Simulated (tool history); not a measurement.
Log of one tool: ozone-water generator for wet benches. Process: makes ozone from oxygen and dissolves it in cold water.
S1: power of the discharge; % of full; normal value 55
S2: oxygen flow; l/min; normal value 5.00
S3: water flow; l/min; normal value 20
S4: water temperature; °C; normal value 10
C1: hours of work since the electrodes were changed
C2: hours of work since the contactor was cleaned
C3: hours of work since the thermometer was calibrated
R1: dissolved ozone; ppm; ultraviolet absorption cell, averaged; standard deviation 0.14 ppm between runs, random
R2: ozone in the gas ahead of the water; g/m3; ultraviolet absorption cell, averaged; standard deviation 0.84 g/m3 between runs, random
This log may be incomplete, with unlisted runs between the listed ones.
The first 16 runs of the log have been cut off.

Run 17, hour 1890.4: usual settings; C1 2278; C2 7073; C3 1972. Result: R1 14.6 ppm, R2 129.6 g/m3.
Run 18, hour 1983.7: usual settings but S1 44 % of full, S4 12 °C; C1 2357; C2 7152; C3 2051. Result: R1 12.1 ppm, R2 111.6 g/m3.
Run 19, hour 2115.3: usual settings but S1 44 % of full, S4 12 °C; C1 2469; C2 7264; C3 2163. Result: R1 11.9 ppm, R2 111.3 g/m3.
Run 20, hour 2247.1: usual settings but S1 44 % of full, S4 12 °C; C1 2582; C2 7376; C3 2275. Result: R1 12.0 ppm, R2 108.5 g/m3.
Run 21, hour 2329.7: usual settings but S3 30 l/min; C1 2652; C2 7447; C3 2346. Result: R1 9.8 ppm, R2 127.8 g/m3.
Run 22, hour 2400.9: usual settings but S3 30 l/min; C1 2712; C2 7507; C3 2406. Result: R1 9.7 ppm, R2 130.3 g/m3.
At hour 2519.7: water thermometer calibrated.
Run 23, hour 2561.4: usual settings but S1 74 % of full, S2 2.86 l/min, S3 19 l/min, S4 8 °C; C1 2849; C2 7643; C3 35. Result: R1 18.5 ppm, R2 223.5 g/m3.
Run 24, hour 2709.0: usual settings but S1 48 % of full, S2 2.86 l/min, S3 19 l/min, S4 8 °C; C1 2974; C2 7769; C3 161. Result: R1 13.3 ppm, R2 164.6 g/m3.
Run 25, hour 2869.9: usual settings but S1 51 % of full, S2 3.06 l/min, S3 23 l/min, S4 7 °C; C1 3111; C2 7906; C3 298. Result: R1 11.7 ppm, R2 163.2 g/m3.
Run 26, hour 2961.3: usual settings but S1 81 % of full, S2 8.73 l/min, S3 12 l/min, S4 17 °C; C1 3189; C2 7984; C3 376. Result: R1 21.7 ppm, R2 120.4 g/m3.
Run 27, hour 3069.9: usual settings but S1 81 % of full, S2 4.79 l/min, S3 12 l/min, S4 12 °C; C1 3281; C2 8076; C3 468. Result: R1 27.2 ppm, R2 172.8 g/m3.

Forecast run 28:
Run 28, hour 3233.0: usual settings but S1 81 % of full, S2 4.79 l/min, S3 12 l/min, S4 12 °C; C1 3420; C2 8215; C3 607. Result: R1 ?, R2 ?.

R1: 27.0 ppm
R2: 171.4 g/m3
The same run, on a tool lacking any hidden state, would have yielded R1 30.8 ppm, R2 185.4 g/m3.
